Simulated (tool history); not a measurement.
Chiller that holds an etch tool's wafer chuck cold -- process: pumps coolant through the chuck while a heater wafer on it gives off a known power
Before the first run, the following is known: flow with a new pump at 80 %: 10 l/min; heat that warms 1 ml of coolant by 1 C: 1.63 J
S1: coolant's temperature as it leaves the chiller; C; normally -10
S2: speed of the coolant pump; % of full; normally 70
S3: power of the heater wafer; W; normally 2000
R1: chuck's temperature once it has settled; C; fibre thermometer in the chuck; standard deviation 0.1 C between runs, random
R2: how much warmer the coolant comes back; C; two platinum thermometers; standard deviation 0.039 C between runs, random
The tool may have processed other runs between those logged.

run 1 day=0 | S1=-10 S2=70 S3=2000 | R1=14.9 R2=8.29
run 2 day=3.921 | S1=-13 S2=70 S3=2000 | R1=12.1 R2=8.38
-- day=6.383 coolant changed, channels flushed
run 3 day=7.979 | S1=-13 S2=70 S3=2000 | R1=12 R2=8.4
run 4 day=10.071 | S1=-13 S2=70 S3=2000 | R1=11.7 R2=8.41
run 5 day=13.438 | S1=-13 S2=70 S3=2000 | R1=11.8 R2=8.44
run 6 day=15.312 | S1=-13 S2=70 S3=2000 | R1=11.8 R2=8.32
run 7 day=18.404 | S1=-13 S2=70 S3=2000 | R1=11.8 R2=8.31
run 8 day=21.821 | S1=-10 S2=70 S3=2000 | R1=14.8 R2=8.37
run 9 day=23.708 | S1=-10 S2=69 S3=2000 | R1=15.3 R2=8.42
run 10 day=25.571 | S1=-10 S2=69 S3=2000 | R1=15.1 R2=8.46
run 11 day=29.125 | S1=-11 S2=69 S3=2000 | R1=14.1 R2=8.44
run 12 day=32.712 | S1=-10 S2=70 S3=2000 | R1=14.8 R2=8.35
run 13 day=36.542 | S1=-4 S2=70 S3=1085 | R1=9.3 R2=4.42
run 14 day=39.575 | S1=-19 S2=70 S3=2505 | R1=12.1 R2=10.4
run 15 day=42.696 | S1=-6 S2=89 S3=2933 | R1=24.3 R2=9.74
run 16 day=46.092 | S1=-6 S2=84 S3=2933 | R1=25.8 R2=10.12
run 17 day=49.092 | S1=-6 S2=84 S3=2933 | R1=25.5 R2=10.2
run 18 day=51.133 | S1=-6 S2=84 S3=2933 | R1=25.7 R2=10.19
run 19 day=54.879 | S1=-10 S2=70 S3=2825 | R1=25.1 R2=11.72
run 20 day=58.804 | S1=-3 S2=85 S3=2022 | R1=18.6 R2=6.87
run 21 day=61.462 | S1=-9 S2=79 S3=2105 | R1=14.8 R2=7.69
run 22 day=65.35 | S1=-8 S2=93 S3=2491 | R1=16.7 R2=7.75
run 23 day=67.283 | S1=0 S2=98 S3=2378 | R1=22.9 R2=6.97
run 24 day=70.642 | S1=-10 S2=62 S3=1168 | R1=6.1 R2=5.29

3 options for the next run, each taken on its own from the tool as it stands now. Forecast them:
run A day=73.979 | S1=-10 S2=87 S3=2000 | R1=? R2=?
run B day=73.979 | S1=-18 S2=62 S3=2999 | R1=? R2=?
run C day=73.979 | S1=-20 S2=62 S3=2490 | R1=? R2=?

run=A R1=11.1 R2=6.57
run=B R1=23 R2=13.9
run=C R1=13.9 R2=11.57
What these runs would have given with no unlogged condition in the tool:
run=A R1=11.1 R2=6.78
run=B R1=22.9 R2=14.11
run=C R1=13.9 R2=11.77
